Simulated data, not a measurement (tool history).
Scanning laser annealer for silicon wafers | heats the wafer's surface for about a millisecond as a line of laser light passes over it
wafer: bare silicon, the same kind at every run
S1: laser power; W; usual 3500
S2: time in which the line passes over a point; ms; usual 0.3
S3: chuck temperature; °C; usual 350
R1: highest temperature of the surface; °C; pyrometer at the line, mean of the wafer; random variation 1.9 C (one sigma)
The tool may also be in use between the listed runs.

{"run": 1, "day": 0.0, "S1": 3500, "S2": 0.3, "S3": 350, "R1": 1087}
{"day": 0.833, "done": "optics aligned, line set to its width"}
{"run": 2, "day": 1.958, "S1": 3357, "S2": 0.3, "S3": 350, "R1": 1060}
{"run": 3, "day": 3.604, "S1": 3500, "S2": 0.3, "S3": 377, "R1": 1122}
{"run": 4, "day": 4.854, "S1": 3500, "S2": 0.3, "S3": 377, "R1": 1124}
{"run": 5, "day": 6.575, "S1": 3500, "S2": 0.3, "S3": 377, "R1": 1121}
{"run": 6, "day": 8.338, "S1": 3500, "S2": 0.337, "S3": 377, "R1": 1164}
{"run": 7, "day": 9.188, "S1": 3500, "S2": 0.337, "S3": 377, "R1": 1159}
{"run": 8, "day": 10.7, "S1": 3500, "S2": 0.337, "S3": 377, "R1": 1160}
{"run": 9, "day": 11.662, "S1": 3500, "S2": 0.3, "S3": 350, "R1": 1092}
{"run": 10, "day": 12.912, "S1": 3500, "S2": 0.3, "S3": 350, "R1": 1092}
{"run": 11, "day": 13.888, "S1": 3673, "S2": 0.3, "S3": 350, "R1": 1139}
{"run": 12, "day": 14.717, "S1": 3500, "S2": 0.3, "S3": 350, "R1": 1091}
{"run": 13, "day": 15.808, "S1": 3500, "S2": 0.3, "S3": 350, "R1": 1090}
{"run": 14, "day": 17.367, "S1": 3500, "S2": 0.3, "S3": 350, "R1": 1092}
{"run": 15, "day": 18.3, "S1": 3718, "S2": 0.3, "S3": 350, "R1": 1149}
{"run": 16, "day": 19.079, "S1": 3320, "S2": 0.3, "S3": 350, "R1": 1045}
{"run": 17, "day": 20.242, "S1": 3320, "S2": 0.3, "S3": 350, "R1": 1044}
{"run": 18, "day": 22.004, "S1": 3320, "S2": 0.3, "S3": 350, "R1": 1037}
{"run": 19, "day": 23.383, "S1": 3793, "S2": 0.3, "S3": 350, "R1": 1167}
{"run": 20, "day": 24.158, "S1": 3793, "S2": 0.3, "S3": 350, "R1": 1165}
{"run": 21, "day": 25.179, "S1": 3793, "S2": 0.3, "S3": 350, "R1": 1167}
{"run": 22, "day": 26.133, "S1": 3317, "S2": 0.363, "S3": 352, "R1": 1106}
{"run": 23, "day": 28.0, "S1": 3312, "S2": 0.232, "S3": 388, "R1": 1000}
{"run": 24, "day": 28.946, "S1": 3312, "S2": 0.213, "S3": 318, "R1": 910}
{"run": 25, "day": 30.475, "S1": 3850, "S2": 0.316, "S3": 318, "R1": 1165}
{"run": 26, "day": 31.883, "S1": 3500, "S2": 0.264, "S3": 367, "R1": 1064}
{"run": 27, "day": 33.283, "S1": 3500, "S2": 0.311, "S3": 367, "R1": 1119}
{"run": 28, "day": 35.083, "S1": 3076, "S2": 0.3, "S3": 350, "R1": 978}
{"day": 36.704, "done": "window over the wafer cleaned"}
{"run": 29, "day": 36.704, "S1": 3500, "S2": 0.3, "S3": 358, "R1": 1114}
{"run": 30, "day": 38.55, "S1": 3500, "S2": 0.3, "S3": 358, "R1": 1109}
{"run": 31, "day": 39.608, "S1": 3122, "S2": 0.3, "S3": 358, "R1": 1007}
{"run": 32, "day": 40.821, "S1": 3122, "S2": 0.3, "S3": 358, "R1": 1008}
{"run": 33, "day": 41.842, "S1": 3289, "S2": 0.312, "S3": 376, "R1": 1081}
{"run": 34, "day": 42.771, "S1": 3500, "S2": 0.306, "S3": 350, "R1": 1104}
{"run": 35, "day": 43.738, "S1": 3500, "S2": 0.308, "S3": 327, "R1": 1083}
{"run": 36, "day": 45.292, "S1": 3500, "S2": 0.308, "S3": 327, "R1": 1085}
{"run": 37, "day": 46.871, "S1": 3500, "S2": 0.308, "S3": 327, "R1": 1084}
{"run": 38, "day": 47.975, "S1": 3715, "S2": 0.3, "S3": 350, "R1": 1154}
{"run": 39, "day": 49.35, "S1": 3715, "S2": 0.3, "S3": 350, "R1": 1155}
{"run": 40, "day": 50.646, "S1": 3507, "S2": 0.228, "S3": 387, "R1": 1049}
{"run": 41, "day": 52.175, "S1": 3500, "S2": 0.3, "S3": 321, "R1": 1067}

4 ways to go on from here, each from the tool as it stands after run 41. What would each give?
{"run": "A", "day": 53.95, "S1": 3226, "S2": 0.28, "S3": 331, "R1": "?"}
{"run": "B", "day": 53.95, "S1": 3068, "S2": 0.36, "S3": 321, "R1": "?"}
{"run": "C", "day": 53.95, "S1": 3542, "S2": 0.371, "S3": 315, "R1": "?"}
{"run": "D", "day": 53.95, "S1": 3500, "S2": 0.3, "S3": 359, "R1": "?"}

run=A R1=986
run=B R1=1006
run=C R1=1146
run=D R1=1104
Without the tool's hidden state the same runs would have given:
run=A R1=995
run=B R1=1016
run=C R1=1157
run=D R1=1114

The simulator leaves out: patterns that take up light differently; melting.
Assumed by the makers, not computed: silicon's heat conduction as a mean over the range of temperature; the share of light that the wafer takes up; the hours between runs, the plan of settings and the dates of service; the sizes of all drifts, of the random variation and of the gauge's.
